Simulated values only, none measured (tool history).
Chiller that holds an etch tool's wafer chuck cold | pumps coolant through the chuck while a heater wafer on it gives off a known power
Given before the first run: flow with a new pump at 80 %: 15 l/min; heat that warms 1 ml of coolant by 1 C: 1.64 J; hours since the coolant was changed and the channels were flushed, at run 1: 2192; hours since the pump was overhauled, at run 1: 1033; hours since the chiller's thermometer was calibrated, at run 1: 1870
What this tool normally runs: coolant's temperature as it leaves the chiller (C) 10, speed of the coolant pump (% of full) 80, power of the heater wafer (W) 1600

| run | hour | coolant's temperature as it leaves the chiller (C) | speed of the coolant pump (% of full) | power of the heater wafer (W) | hours since the coolant was changed and the channels were flushed | hours since the pump was overhauled | hours since the chiller's thermometer was calibrated | chuck's temperature once it has settled (C) | how much warmer the coolant comes back (C) |
|---|---|---|---|---|---|---|---|---|---|
| 1 | 0 | 10 | 80 | 1600 | 2192 | 1033 | 1870 | 20.8 | 3.9 |
| 2 | 27.2 | 10 | 80 | 1600 | 2219 | 1060 | 1897 | 20.6 | 3.9 |
| 3 | 57.3 | 10 | 80 | 1887 | 2250 | 1090 | 1927 | 22.7 | 4.67 |
| 4 | 81.3 | 7 | 80 | 1887 | 2273 | 1114 | 1951 | 19.5 | 4.71 |
| 5 | 108.4 | 7 | 92 | 1887 | 2301 | 1141 | 1978 | 18.4 | 4.04 |
| 6 | 137.4 | 7 | 92 | 1887 | 2330 | 1170 | 2007 | 18.7 | 4.05 |
| 7 | 155.3 | 11 | 90 | 1202 | 2348 | 1188 | 2025 | 18.5 | 2.66 |
| 8 | 173.3 | 10 | 81 | 821 | 2366 | 1206 | 2043 | 15.6 | 2.08 |
| 9 | 201.9 | 2 | 100 | 2127 | 2394 | 1235 | 2072 | 14.5 | 4.23 |
| 10 | 214.4 | 10 | 80 | 1722 | 2407 | 1247 | 2084 | 21.5 | 4.32 |

Below, some changes in how much warmer the coolant comes back (C) between adjacent runs. For each, the amount present without the hidden state too (settings, incoming material, random variation) and the amount remaining for the hidden state with gauge scatter not shared by both compared results:
Hidden state present: heat passed by the chuck's channels, % of clean ones'; flow at a given pump speed, % of a new pump's; coolant's true temperature over the reading, C; drift of the gauge itself on chuck_c, C; drift of the gauge itself on warmer_back_c, C.
Run 8 -> 9: coolant's temperature as it leaves the chiller (C) 10 -> 2, speed of the coolant pump (% of full) 81 -> 100, power of the heater wafer (W) 821 -> 2127. how much warmer the coolant comes back (C) +2.15: hidden state +0.03, all else +2.12.

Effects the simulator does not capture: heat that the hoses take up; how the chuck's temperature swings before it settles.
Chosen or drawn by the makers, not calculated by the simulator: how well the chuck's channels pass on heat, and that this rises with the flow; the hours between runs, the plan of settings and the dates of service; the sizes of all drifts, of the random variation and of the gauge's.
